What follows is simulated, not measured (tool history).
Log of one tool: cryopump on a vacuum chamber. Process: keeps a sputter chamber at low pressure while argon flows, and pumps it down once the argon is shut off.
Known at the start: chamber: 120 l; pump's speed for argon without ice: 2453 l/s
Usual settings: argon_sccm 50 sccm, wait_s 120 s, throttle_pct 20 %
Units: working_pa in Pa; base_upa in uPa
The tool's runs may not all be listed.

{"run": 1, "day": 0.0, "argon_sccm": 50, "wait_s": 120, "throttle_pct": 20, "working_pa": 0.1793, "base_upa": 0.77}
{"run": 2, "day": 2.717, "argon_sccm": 50, "wait_s": 120, "throttle_pct": 20, "working_pa": 0.1815, "base_upa": 0.81}
{"run": 3, "day": 5.062, "argon_sccm": 50, "wait_s": 120, "throttle_pct": 33, "working_pa": 0.116, "base_upa": 0.79}
{"run": 4, "day": 7.975, "argon_sccm": 50, "wait_s": 120, "throttle_pct": 33, "working_pa": 0.1151, "base_upa": 0.81}
{"run": 5, "day": 10.617, "argon_sccm": 22, "wait_s": 120, "throttle_pct": 20, "working_pa": 0.0819, "base_upa": 0.88}
{"run": 6, "day": 13.638, "argon_sccm": 22, "wait_s": 120, "throttle_pct": 20, "working_pa": 0.0822, "base_upa": 0.89}
{"run": 7, "day": 15.529, "argon_sccm": 22, "wait_s": 120, "throttle_pct": 20, "working_pa": 0.0826, "base_upa": 0.91}
{"run": 8, "day": 17.629, "argon_sccm": 22, "wait_s": 120, "throttle_pct": 20, "working_pa": 0.0841, "base_upa": 0.94}
{"run": 9, "day": 19.2, "argon_sccm": 50, "wait_s": 109, "throttle_pct": 20, "working_pa": 0.191, "base_upa": 0.98}
{"day": 19.696, "done": "pump warmed up, emptied and cooled again"}
{"run": 10, "day": 21.958, "argon_sccm": 50, "wait_s": 120, "throttle_pct": 58, "working_pa": 0.059, "base_upa": 0.74}
{"run": 11, "day": 23.612, "argon_sccm": 50, "wait_s": 120, "throttle_pct": 58, "working_pa": 0.0612, "base_upa": 0.8}
{"run": 12, "day": 25.792, "argon_sccm": 50, "wait_s": 120, "throttle_pct": 58, "working_pa": 0.0612, "base_upa": 0.77}
{"run": 13, "day": 27.962, "argon_sccm": 50, "wait_s": 120, "throttle_pct": 20, "working_pa": 0.1755, "base_upa": 0.77}
{"run": 14, "day": 30.817, "argon_sccm": 50, "wait_s": 120, "throttle_pct": 20, "working_pa": 0.1767, "base_upa": 0.88}
{"run": 15, "day": 33.558, "argon_sccm": 50, "wait_s": 120, "throttle_pct": 20, "working_pa": 0.178, "base_upa": 0.86}
{"run": 16, "day": 35.254, "argon_sccm": 50, "wait_s": 120, "throttle_pct": 20, "working_pa": 0.1776, "base_upa": 0.89}
{"run": 17, "day": 37.912, "argon_sccm": 50, "wait_s": 120, "throttle_pct": 20, "working_pa": 0.1796, "base_upa": 0.88}
{"run": 18, "day": 39.192, "argon_sccm": 50, "wait_s": 120, "throttle_pct": 15, "working_pa": 0.2381, "base_upa": 0.97}
{"run": 19, "day": 41.054, "argon_sccm": 50, "wait_s": 120, "throttle_pct": 15, "working_pa": 0.2385, "base_upa": 0.98}
{"run": 20, "day": 44.154, "argon_sccm": 23, "wait_s": 149, "throttle_pct": 15, "working_pa": 0.1106, "base_upa": 0.91}
{"run": 21, "day": 46.888, "argon_sccm": 36, "wait_s": 39, "throttle_pct": 28, "working_pa": 0.0963, "base_upa": 1.88}
{"run": 22, "day": 48.596, "argon_sccm": 93, "wait_s": 43, "throttle_pct": 20, "working_pa": 0.3436, "base_upa": 1.77}
{"run": 23, "day": 50.838, "argon_sccm": 86, "wait_s": 206, "throttle_pct": 23, "working_pa": 0.284, "base_upa": 0.86}
{"run": 24, "day": 52.867, "argon_sccm": 50, "wait_s": 120, "throttle_pct": 19, "working_pa": 0.1969, "base_upa": 1.06}
{"run": 25, "day": 54.967, "argon_sccm": 50, "wait_s": 120, "throttle_pct": 37, "working_pa": 0.109, "base_upa": 1.04}
{"run": 26, "day": 57.85, "argon_sccm": 50, "wait_s": 27, "throttle_pct": 34, "working_pa": 0.1207, "base_upa": 2.52}
{"run": 27, "day": 59.175, "argon_sccm": 50, "wait_s": 27, "throttle_pct": 34, "working_pa": 0.1206, "base_upa": 2.57}
{"day": 60.379, "done": "pump warmed up, emptied and cooled again"}
{"run": 28, "day": 60.825, "argon_sccm": 58, "wait_s": 27, "throttle_pct": 18, "working_pa": 0.2237, "base_upa": 2.38}
{"run": 29, "day": 62.283, "argon_sccm": 25, "wait_s": 120, "throttle_pct": 21, "working_pa": 0.0831, "base_upa": 0.92}
{"run": 30, "day": 64.608, "argon_sccm": 30, "wait_s": 193, "throttle_pct": 23, "working_pa": 0.0922, "base_upa": 0.78}
{"run": 31, "day": 67.567, "argon_sccm": 77, "wait_s": 69, "throttle_pct": 23, "working_pa": 0.2353, "base_upa": 1.25}
{"run": 32, "day": 70.267, "argon_sccm": 50, "wait_s": 69, "throttle_pct": 18, "working_pa": 0.1966, "base_upa": 1.35}
{"run": 33, "day": 72.504, "argon_sccm": 59, "wait_s": 60, "throttle_pct": 26, "working_pa": 0.1635, "base_upa": 1.41}

3 ways to go on from here, each from the tool as it stands after run 33. What would each give?
{"run": "A", "day": 75.108, "argon_sccm": 22, "wait_s": 81, "throttle_pct": 30, "working_pa": "?", "base_upa": "?"}
{"run": "B", "day": 75.108, "argon_sccm": 50, "wait_s": 120, "throttle_pct": 28, "working_pa": "?", "base_upa": "?"}
{"run": "C", "day": 75.108, "argon_sccm": 50, "wait_s": 106, "throttle_pct": 20, "working_pa": "?", "base_upa": "?"}

run=A working_pa=0.0532 base_upa=1.25
run=B working_pa=0.1302 base_upa=1
run=C working_pa=0.1806 base_upa=1.08
Without the tool's hidden state the same runs would have given:
run=A working_pa=0.0505 base_upa=0.78
run=B working_pa=0.1239 base_upa=0.52
run=C working_pa=0.1743 base_upa=0.61
